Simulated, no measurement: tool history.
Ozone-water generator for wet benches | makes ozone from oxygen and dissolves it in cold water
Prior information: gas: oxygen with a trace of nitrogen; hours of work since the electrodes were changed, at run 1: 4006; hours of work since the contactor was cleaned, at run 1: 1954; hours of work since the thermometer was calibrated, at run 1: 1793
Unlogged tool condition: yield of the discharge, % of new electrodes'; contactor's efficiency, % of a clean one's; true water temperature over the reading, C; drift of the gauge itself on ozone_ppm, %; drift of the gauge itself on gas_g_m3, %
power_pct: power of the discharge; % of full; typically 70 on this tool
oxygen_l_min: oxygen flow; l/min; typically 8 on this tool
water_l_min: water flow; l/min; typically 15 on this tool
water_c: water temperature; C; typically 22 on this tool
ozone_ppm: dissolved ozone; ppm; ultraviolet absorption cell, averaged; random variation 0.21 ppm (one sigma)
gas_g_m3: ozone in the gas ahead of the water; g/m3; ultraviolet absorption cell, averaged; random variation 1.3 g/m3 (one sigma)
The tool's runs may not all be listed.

| run | hour | power_pct | oxygen_l_min | water_l_min | water_c | hours of work since the electrodes were changed | hours of work since the contactor was cleaned | hours of work since the thermometer was calibrated | ozone_ppm | gas_g_m3 |
|---|---|---|---|---|---|---|---|---|---|---|
| 1 | 0 | 70 | 8 | 15 | 22 | 4006 | 1954 | 1793 | 25.5 | 209.3 |
| 2 | 81.1 | 70 | 8 | 15 | 22 | 4082 | 2030 | 1869 | 25.5 | 208.6 |
| 3 | 230.9 | 70 | 8 | 15 | 22 | 4224 | 2171 | 2011 | 25.3 | 207.9 |
| 4 | 335.8 | 70 | 8 | 15 | 22 | 4322 | 2270 | 2110 | 25.2 | 206.9 |
| 5 | 413.4 | 70 | 10.67 | 15 | 22 | 4396 | 2344 | 2183 | 23.7 | 179.2 |
|  | 444.6 | contactor cleaned |
| 6 | 511.4 | 70 | 10.67 | 15 | 22 | 4484 | 63 | 2271 | 24.4 | 176.6 |
| 7 | 623.7 | 70 | 10.67 | 15 | 22 | 4590 | 169 | 2377 | 24.4 | 176.9 |
| 8 | 721.3 | 70 | 8 | 15 | 22 | 4682 | 261 | 2469 | 25.6 | 203.3 |
| 9 | 892.7 | 70 | 8 | 15 | 22 | 4844 | 422 | 2631 | 25.2 | 201.9 |
| 10 | 1049 | 70 | 8 | 15 | 22 | 4991 | 570 | 2778 | 25.4 | 197.2 |
| 11 | 1230.5 | 70 | 8 | 15 | 22 | 5162 | 741 | 2949 | 24.9 | 201 |
| 12 | 1326.4 | 70 | 8 | 15 | 22 | 5253 | 831 | 3040 | 24.7 | 199 |
| 13 | 1423 | 57 | 7.02 | 10 | 27 | 5344 | 922 | 3131 | 25.2 | 183.6 |
|  | 1474.9 | water thermometer calibrated |
| 14 | 1552.2 | 57 | 7.02 | 10 | 27 | 5465 | 1044 | 73 | 25 | 181.1 |
| 15 | 1706.2 | 57 | 7.02 | 10 | 27 | 5610 | 1189 | 218 | 25 | 180.1 |
| 16 | 1831.5 | 70 | 8 | 15 | 15 | 5728 | 1307 | 336 | 27.3 | 192.7 |
| 17 | 1960.9 | 70 | 8 | 15 | 15 | 5850 | 1429 | 458 | 27.1 | 190.5 |
| 18 | 2147.9 | 70 | 8 | 15 | 15 | 6026 | 1605 | 634 | 26.9 | 189.6 |
| 19 | 2245.5 | 49 | 9.78 | 23 | 15 | 6119 | 1697 | 726 | 14.6 | 133.1 |
| 20 | 2377.8 | 96 | 14.22 | 10 | 22 | 6243 | 1822 | 851 | 31.2 | 172 |
| 21 | 2517.8 | 70 | 9.59 | 19 | 24 | 6375 | 1954 | 983 | 17.8 | 169.4 |
| 22 | 2689.5 | 55 | 4.4 | 19 | 24 | 6537 | 2116 | 1145 | 16.1 | 213.1 |

Branching from run 22: 5 alternative next runs. What would each branch give?
| A | 2836.1 | 44 | 8 | 20 | 21 | 6675 | 2254 | 1283 | ? | ? |
| B | 2836.1 | 55 | 8.81 | 19 | 22 | 6675 | 2254 | 1283 | ? | ? |
| C | 2836.1 | 55 | 8.34 | 19 | 24 | 6675 | 2254 | 1283 | ? | ? |
| D | 2836.1 | 55 | 4.4 | 22 | 29 | 6675 | 2254 | 1283 | ? | ? |
| E | 2836.1 | 70 | 8 | 20 | 25 | 6675 | 2254 | 1283 | ? | ? |

| run | ozone_ppm | gas_g_m3 |
|---|---|---|
| A | 13.4 | 134.4 |
| B | 15.6 | 150.8 |
| C | 15.3 | 155 |
| D | 12.6 | 212.7 |
| E | 16.8 | 183 |
What these runs would have given with no unlogged condition in the tool:
| run | ozone_ppm | gas_g_m3 |
|---|---|---|
| A | 17.3 | 163.1 |
| B | 21.1 | 192.5 |
| C | 20.6 | 197.9 |
| D | 17.2 | 271.7 |
| E | 24 | 247 |
